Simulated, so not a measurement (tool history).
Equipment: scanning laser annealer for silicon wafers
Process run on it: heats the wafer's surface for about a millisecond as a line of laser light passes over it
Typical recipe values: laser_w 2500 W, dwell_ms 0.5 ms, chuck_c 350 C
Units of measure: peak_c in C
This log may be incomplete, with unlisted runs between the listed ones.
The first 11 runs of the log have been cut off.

| run | hour | laser_w | dwell_ms | chuck_c | peak_c |
|---|---|---|---|---|---|
| 12 | 512.5 | 2500 | 0.396 | 350 | 1063 |
| 13 | 571.1 | 2500 | 0.5 | 358 | 1162 |
| 14 | 602.5 | 2500 | 0.5 | 358 | 1159 |
| 15 | 643.8 | 2500 | 0.5 | 358 | 1161 |
| 16 | 678.5 | 2500 | 0.5 | 350 | 1150 |
| 17 | 737.4 | 2720 | 0.536 | 350 | 1267 |
| 18 | 771.9 | 2500 | 0.364 | 350 | 1022 |
| 19 | 822.6 | 2518 | 0.501 | 368 | 1163 |
| 20 | 847.5 | 2665 | 0.521 | 368 | 1239 |
| 21 | 896 | 2204 | 0.384 | 386 | 970 |
| 22 | 935.8 | 2330 | 0.384 | 364 | 988 |
| 23 | 977.7 | 2330 | 0.384 | 364 | 988 |
| 24 | 1033.6 | 2330 | 0.384 | 364 | 988 |
|  | 1074.5 | optics aligned, line set to its width |
| 25 | 1077.3 | 2330 | 0.384 | 364 | 1005 |
| 26 | 1125.7 | 2433 | 0.384 | 382 | 1051 |
| 27 | 1150.2 | 2500 | 0.351 | 350 | 1010 |
| 28 | 1193.6 | 2500 | 0.351 | 350 | 1011 |
| 29 | 1234.7 | 2411 | 0.535 | 356 | 1144 |
| 30 | 1263.1 | 2500 | 0.563 | 350 | 1197 |
| 31 | 1303 | 2433 | 0.5 | 350 | 1112 |

Below are 3 alternative next runs, each starting from the tool's condition after run 31. Predict each:
| A | 1357.7 | 2622 | 0.456 | 350 | ? |
| B | 1357.7 | 2433 | 0.554 | 386 | ? |
| C | 1357.7 | 2141 | 0.5 | 356 | ? |

| run | peak_c |
|---|---|
| A | 1148 |
| B | 1194 |
| C | 1009 |
Take away the tool's hidden state, keep each run's random variation, and the runs would have read:
| run | peak_c |
|---|---|
| A | 1210 |
| B | 1257 |
| C | 1060 |
